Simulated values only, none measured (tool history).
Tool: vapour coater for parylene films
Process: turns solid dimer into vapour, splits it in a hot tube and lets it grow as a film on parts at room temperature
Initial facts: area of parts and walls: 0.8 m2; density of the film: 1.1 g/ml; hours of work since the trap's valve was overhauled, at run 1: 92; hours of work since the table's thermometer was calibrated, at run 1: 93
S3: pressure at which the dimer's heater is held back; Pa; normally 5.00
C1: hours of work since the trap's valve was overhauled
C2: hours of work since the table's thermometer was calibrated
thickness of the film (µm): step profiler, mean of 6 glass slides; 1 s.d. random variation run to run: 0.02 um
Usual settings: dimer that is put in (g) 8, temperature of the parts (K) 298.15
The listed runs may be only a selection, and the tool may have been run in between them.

Run 1, day 0.000: usual settings; C1 92; C2 93. Result: thickness of the film (µm) 4.89.
Run 2, day 1.996: usual settings but temperature of the parts (K) 294.15; C1 132; C2 133. Result: thickness of the film (µm) 5.78.
Run 3, day 4.717: usual settings but dimer that is put in (g) 7; C1 187; C2 187. Result: thickness of the film (µm) 4.32.
Run 4, day 6.696: usual settings but dimer that is put in (g) 7; C1 226; C2 227. Result: thickness of the film (µm) 4.31.
Run 5, day 9.638: usual settings but dimer that is put in (g) 7; C1 285; C2 285. Result: thickness of the film (µm) 4.29.
Run 6, day 11.508: usual settings but temperature of the parts (K) 299.15; C1 322; C2 323. Result: thickness of the film (µm) 4.71.
At day 14.571: trap's valve overhauled.
Run 7, day 15.200: usual settings but S3 2.09 Pa; C1 13; C2 393. Result: thickness of the film (µm) 5.15.
Run 8, day 17.800: usual settings; C1 65; C2 445. Result: thickness of the film (µm) 4.93.
Run 9, day 19.425: usual settings; C1 97; C2 478. Result: thickness of the film (µm) 4.94.
Run 10, day 22.738: usual settings; C1 163; C2 544. Result: thickness of the film (µm) 4.91.
Run 11, day 25.933: usual settings; C1 227; C2 608. Result: thickness of the film (µm) 4.96.

Expected results for the next run?
Run 12, day 27.842: usual settings; C1 265; C2 646. Result: thickness of the film (µm) ?.

Run 12 yielded thickness of the film (µm) 4.90.
The same run, on a tool lacking any hidden state, would have yielded thickness of the film (µm) 4.94.

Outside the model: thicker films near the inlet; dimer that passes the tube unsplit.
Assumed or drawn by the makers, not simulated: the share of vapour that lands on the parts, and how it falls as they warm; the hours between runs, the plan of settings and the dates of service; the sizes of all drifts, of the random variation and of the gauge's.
